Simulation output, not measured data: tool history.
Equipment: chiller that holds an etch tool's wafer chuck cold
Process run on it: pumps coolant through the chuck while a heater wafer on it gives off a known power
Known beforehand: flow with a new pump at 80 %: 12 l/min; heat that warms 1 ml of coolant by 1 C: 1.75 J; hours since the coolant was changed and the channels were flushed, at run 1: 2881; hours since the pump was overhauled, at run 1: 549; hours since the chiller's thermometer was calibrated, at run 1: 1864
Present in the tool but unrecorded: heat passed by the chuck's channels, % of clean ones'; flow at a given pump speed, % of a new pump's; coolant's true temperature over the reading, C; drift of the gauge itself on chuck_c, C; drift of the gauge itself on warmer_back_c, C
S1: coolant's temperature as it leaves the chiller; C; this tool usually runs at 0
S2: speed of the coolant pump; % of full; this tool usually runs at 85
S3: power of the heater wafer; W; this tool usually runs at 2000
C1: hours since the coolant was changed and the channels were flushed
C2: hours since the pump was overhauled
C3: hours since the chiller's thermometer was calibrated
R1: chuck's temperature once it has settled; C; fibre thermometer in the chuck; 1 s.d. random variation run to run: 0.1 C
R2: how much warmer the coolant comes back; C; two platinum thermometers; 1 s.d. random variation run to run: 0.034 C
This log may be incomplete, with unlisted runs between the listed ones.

{"run": 1, "hour": 0.0, "S1": 0, "S2": 85, "S3": 2000, "C1": 2881, "C2": 549, "C3": 1864, "R1": 13.5, "R2": 5.38}
{"run": 2, "hour": 28.0, "S1": 0, "S2": 85, "S3": 2000, "C1": 2909, "C2": 577, "C3": 1892, "R1": 13.5, "R2": 5.37}
{"run": 3, "hour": 74.7, "S1": 4, "S2": 85, "S3": 2000, "C1": 2956, "C2": 624, "C3": 1938, "R1": 17.5, "R2": 5.39}
{"run": 4, "hour": 140.4, "S1": 4, "S2": 85, "S3": 2000, "C1": 3021, "C2": 690, "C3": 2004, "R1": 17.5, "R2": 5.39}
{"run": 5, "hour": 181.4, "S1": 4, "S2": 85, "S3": 2000, "C1": 3062, "C2": 731, "C3": 2045, "R1": 17.4, "R2": 5.37}
{"run": 6, "hour": 231.0, "S1": 4, "S2": 85, "S3": 2000, "C1": 3112, "C2": 780, "C3": 2095, "R1": 17.6, "R2": 5.36}
{"hour": 284.4, "done": "chiller's thermometer calibrated"}
{"run": 7, "hour": 299.4, "S1": 8, "S2": 85, "S3": 2000, "C1": 3179, "C2": 848, "C3": 15, "R1": 21.6, "R2": 5.38}
{"run": 8, "hour": 340.5, "S1": -4, "S2": 85, "S3": 2000, "C1": 3220, "C2": 889, "C3": 56, "R1": 9.3, "R2": 5.34}
{"run": 9, "hour": 404.3, "S1": 0, "S2": 82, "S3": 2000, "C1": 3284, "C2": 953, "C3": 120, "R1": 13.8, "R2": 5.56}
{"run": 10, "hour": 433.1, "S1": 0, "S2": 82, "S3": 2000, "C1": 3313, "C2": 981, "C3": 149, "R1": 13.9, "R2": 5.62}
{"run": 11, "hour": 485.0, "S1": 0, "S2": 82, "S3": 2000, "C1": 3365, "C2": 1033, "C3": 201, "R1": 13.9, "R2": 5.54}
{"run": 12, "hour": 517.1, "S1": 0, "S2": 64, "S3": 2000, "C1": 3397, "C2": 1065, "C3": 233, "R1": 16.2, "R2": 7.09}
{"run": 13, "hour": 559.8, "S1": 0, "S2": 85, "S3": 2000, "C1": 3440, "C2": 1108, "C3": 275, "R1": 13.4, "R2": 5.34}
{"run": 14, "hour": 589.0, "S1": 0, "S2": 85, "S3": 2000, "C1": 3469, "C2": 1137, "C3": 305, "R1": 13.5, "R2": 5.3}
{"run": 15, "hour": 658.6, "S1": 0, "S2": 85, "S3": 1052, "C1": 3539, "C2": 1207, "C3": 374, "R1": 7.2, "R2": 2.79}
{"run": 16, "hour": 716.9, "S1": 3, "S2": 85, "S3": 2000, "C1": 3597, "C2": 1265, "C3": 432, "R1": 16.5, "R2": 5.41}
{"run": 17, "hour": 777.7, "S1": 3, "S2": 98, "S3": 2000, "C1": 3658, "C2": 1326, "C3": 493, "R1": 15.5, "R2": 4.64}
{"run": 18, "hour": 815.8, "S1": 0, "S2": 72, "S3": 2000, "C1": 3696, "C2": 1364, "C3": 531, "R1": 14.9, "R2": 6.36}
{"run": 19, "hour": 855.5, "S1": 0, "S2": 85, "S3": 1271, "C1": 3736, "C2": 1404, "C3": 571, "R1": 8.6, "R2": 3.44}
{"run": 20, "hour": 887.4, "S1": -1, "S2": 80, "S3": 2226, "C1": 3767, "C2": 1436, "C3": 603, "R1": 14.7, "R2": 6.31}
{"run": 21, "hour": 952.1, "S1": -1, "S2": 86, "S3": 2226, "C1": 3832, "C2": 1500, "C3": 668, "R1": 14.1, "R2": 5.83}
{"run": 22, "hour": 1003.0, "S1": 8, "S2": 86, "S3": 2226, "C1": 3883, "C2": 1551, "C3": 719, "R1": 23.0, "R2": 5.97}
{"run": 23, "hour": 1067.5, "S1": 3, "S2": 68, "S3": 1577, "C1": 3948, "C2": 1616, "C3": 783, "R1": 15.2, "R2": 5.26}
{"run": 24, "hour": 1128.2, "S1": 3, "S2": 68, "S3": 1577, "C1": 4008, "C2": 1677, "C3": 844, "R1": 15.3, "R2": 5.28}
{"run": 25, "hour": 1159.8, "S1": -6, "S2": 78, "S3": 2031, "C1": 4040, "C2": 1708, "C3": 875, "R1": 8.4, "R2": 5.93}
{"run": 26, "hour": 1218.8, "S1": -4, "S2": 82, "S3": 2923, "C1": 4099, "C2": 1767, "C3": 934, "R1": 16.3, "R2": 8.16}
{"run": 27, "hour": 1252.9, "S1": -4, "S2": 82, "S3": 2923, "C1": 4133, "C2": 1801, "C3": 968, "R1": 16.2, "R2": 8.18}
{"run": 28, "hour": 1297.3, "S1": -5, "S2": 96, "S3": 2257, "C1": 4177, "C2": 1846, "C3": 1013, "R1": 9.2, "R2": 5.39}
{"run": 29, "hour": 1336.7, "S1": -5, "S2": 96, "S3": 2257, "C1": 4217, "C2": 1885, "C3": 1052, "R1": 9.2, "R2": 5.42}
{"run": 30, "hour": 1402.1, "S1": -7, "S2": 79, "S3": 2000, "C1": 4282, "C2": 1950, "C3": 1118, "R1": 7.0, "R2": 5.78}
{"run": 31, "hour": 1430.3, "S1": -7, "S2": 79, "S3": 2000, "C1": 4310, "C2": 1979, "C3": 1146, "R1": 7.0, "R2": 5.72}

What if the next run were any one of these 4? Each begins from the tool's condition after run 31:
{"run": "A", "hour": 1465.4, "S1": -5, "S2": 65, "S3": 2000, "C1": 4345, "C2": 2014, "C3": 1181, "R1": "?", "R2": "?"}
{"run": "B", "hour": 1465.4, "S1": 3, "S2": 79, "S3": 1016, "C1": 4345, "C2": 2014, "C3": 1181, "R1": "?", "R2": "?"}
{"run": "C", "hour": 1465.4, "S1": 0, "S2": 85, "S3": 1047, "C1": 4345, "C2": 2014, "C3": 1181, "R1": "?", "R2": "?"}
{"run": "D", "hour": 1465.4, "S1": -5, "S2": 79, "S3": 2000, "C1": 4345, "C2": 2014, "C3": 1181, "R1": "?", "R2": "?"}

run=A R1=11.1 R2=7.00
run=B R1=10.0 R2=2.91
run=C R1=7.2 R2=2.78
run=D R1=9.2 R2=5.81
Without the tool's hidden state the same runs would have given:
run=A R1=11.1 R2=7.00
run=B R1=10.0 R2=2.91
run=C R1=7.2 R2=2.78
run=D R1=9.2 R2=5.81
